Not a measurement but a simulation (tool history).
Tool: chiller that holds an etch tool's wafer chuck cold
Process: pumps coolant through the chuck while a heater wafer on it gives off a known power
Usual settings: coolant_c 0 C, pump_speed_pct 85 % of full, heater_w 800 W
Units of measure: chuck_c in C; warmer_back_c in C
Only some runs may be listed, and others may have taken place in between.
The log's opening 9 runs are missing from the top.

| run | hour | coolant_c | pump_speed_pct | heater_w | hours since the coolant was changed and the channels were flushed | hours since the pump was overhauled | hours since the chiller's thermometer was calibrated | chuck_c | warmer_back_c |
|---|---|---|---|---|---|---|---|---|---|
| 10 | 207.5 | 0 | 64 | 800 | 3573 | 351 | 1207 | 11.5 | 4.01 |
| 11 | 225.8 | 0 | 64 | 800 | 3591 | 370 | 1225 | 11.7 | 4.02 |
| 12 | 251.3 | 0 | 64 | 800 | 3616 | 395 | 1251 | 11.5 | 3.98 |
| 13 | 275.2 | 0 | 64 | 575 | 3640 | 419 | 1275 | 8.6 | 2.92 |
| 14 | 290.1 | 0 | 64 | 575 | 3655 | 434 | 1290 | 8.4 | 2.88 |
| 15 | 306.2 | 0 | 85 | 800 | 3671 | 450 | 1306 | 9.4 | 2.95 |
| 16 | 334.2 | 0 | 85 | 664 | 3699 | 478 | 1334 | 7.8 | 2.53 |
| 17 | 360.3 | 0 | 85 | 664 | 3726 | 504 | 1360 | 7.8 | 2.48 |
| 18 | 384.5 | -6 | 81 | 858 | 3750 | 528 | 1384 | 4.3 | 3.35 |
| 19 | 407.1 | -6 | 81 | 731 | 3772 | 551 | 1407 | 2.7 | 2.89 |
| 20 | 423.7 | 8 | 95 | 800 | 3789 | 567 | 1423 | 16.4 | 2.63 |
| 21 | 437.9 | 7 | 94 | 418 | 3803 | 582 | 1437 | 11.6 | 1.45 |
| 22 | 458.3 | 7 | 94 | 418 | 3823 | 602 | 1458 | 11.7 | 1.32 |
|  | 461.4 | chiller's thermometer calibrated |
| 23 | 485.6 | -2 | 96 | 950 | 3850 | 628 | 24 | 8.1 | 3.11 |
| 24 | 513.8 | -1 | 72 | 467 | 3878 | 657 | 52 | 5.4 | 2.08 |
| 25 | 534.7 | 6 | 62 | 599 | 3899 | 677 | 73 | 15.1 | 3.13 |
| 26 | 552 | 6 | 62 | 1069 | 3916 | 695 | 91 | 22.1 | 5.64 |
| 27 | 572.9 | 0 | 62 | 438 | 3937 | 716 | 111 | 6.8 | 2.27 |
|  | 589.4 | chiller's thermometer calibrated, once more |
| 28 | 589.4 | 8 | 74 | 718 | 3953 | 731 | 0 | 17.3 | 3.15 |
| 29 | 602.1 | 9 | 74 | 718 | 3965 | 744 | 13 | 18.4 | 3.1 |
| 30 | 617.5 | 9 | 73 | 861 | 3981 | 759 | 28 | 20.2 | 3.81 |
| 31 | 641.6 | -1 | 85 | 483 | 4005 | 783 | 52 | 4.6 | 1.84 |
| 32 | 656 | -2 | 85 | 424 | 4019 | 798 | 67 | 3 | 1.57 |
| 33 | 680.1 | 0 | 75 | 424 | 4043 | 822 | 91 | 5.4 | 1.8 |

Branching from run 33: 3 alternative next runs. What would each branch give?
| A | 698.6 | -3 | 83 | 424 | 4062 | 840 | 109 | ? | ? |
| B | 698.6 | 9 | 68 | 557 | 4062 | 840 | 109 | ? | ? |
| C | 698.6 | -9 | 76 | 435 | 4062 | 840 | 109 | ? | ? |

| run | chuck_c | warmer_back_c |
|---|---|---|
| A | 2 | 1.64 |
| B | 16.7 | 2.68 |
| C | -3.3 | 1.8 |
What these runs would have given with no unlogged condition in the tool:
| run | chuck_c | warmer_back_c |
|---|---|---|
| A | 1.5 | 1.64 |
| B | 15.9 | 2.67 |
| C | -3.9 | 1.8 |
